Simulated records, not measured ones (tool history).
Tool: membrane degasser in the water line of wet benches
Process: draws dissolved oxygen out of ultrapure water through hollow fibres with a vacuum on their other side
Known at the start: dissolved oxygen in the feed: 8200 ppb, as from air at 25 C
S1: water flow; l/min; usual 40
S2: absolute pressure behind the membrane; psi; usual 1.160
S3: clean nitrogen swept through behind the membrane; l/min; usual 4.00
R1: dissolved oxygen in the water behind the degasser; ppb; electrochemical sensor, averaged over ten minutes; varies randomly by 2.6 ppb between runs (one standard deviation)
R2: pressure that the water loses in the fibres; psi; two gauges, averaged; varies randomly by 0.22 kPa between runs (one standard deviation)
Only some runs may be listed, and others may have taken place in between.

run      day  S1     S2     S3     R1      R2
  1    0.000  40  1.160   4.00  259.2   7.974
       9.383  -- vacuum gauge calibrated
  2   10.758  40  1.160   7.97  202.4   7.942
  3   24.442  40  1.160   7.97  204.0   8.048
  4   32.883  40  1.160   7.97  205.1   8.006
  5   44.129  61  1.160   4.00  669.3  12.167
  6   58.183  61  1.160   4.00  668.4  12.235
  7   72.829  34  2.268   5.98  247.1   6.854
  8   87.842  34  2.268  11.72  166.9   6.850
  9   95.471  40  1.447   4.00  298.6   8.050
 10  108.246  53  1.733   7.09  502.9  10.689
 11  115.592  31  1.936   2.90  295.3   6.264
 12  124.733  31  1.936   2.90  298.3   6.250

5 options for the next run, each taken on its own from the tool as it stands now. Forecast them:
  A  138.088  57  2.370  4.00   ?   ?
  B  138.088  39  1.843  3.52   ?   ?
  C  138.088  49  1.936  6.74   ?   ?
  D  138.088  31  2.232  2.90   ?   ?
  E  138.088  34  2.458  3.51   ?   ?

run     R1      R2
  A  810.6  11.533
  B  359.1   7.871
  C  446.5   9.964
  D  339.1   6.260
  E  383.1   6.905
With no hidden state in the tool, these same runs would have given:
run     R1      R2
  A  810.1  11.361
  B  358.7   7.754
  C  446.2   9.815
  D  338.9   6.167
  E  382.8   6.802
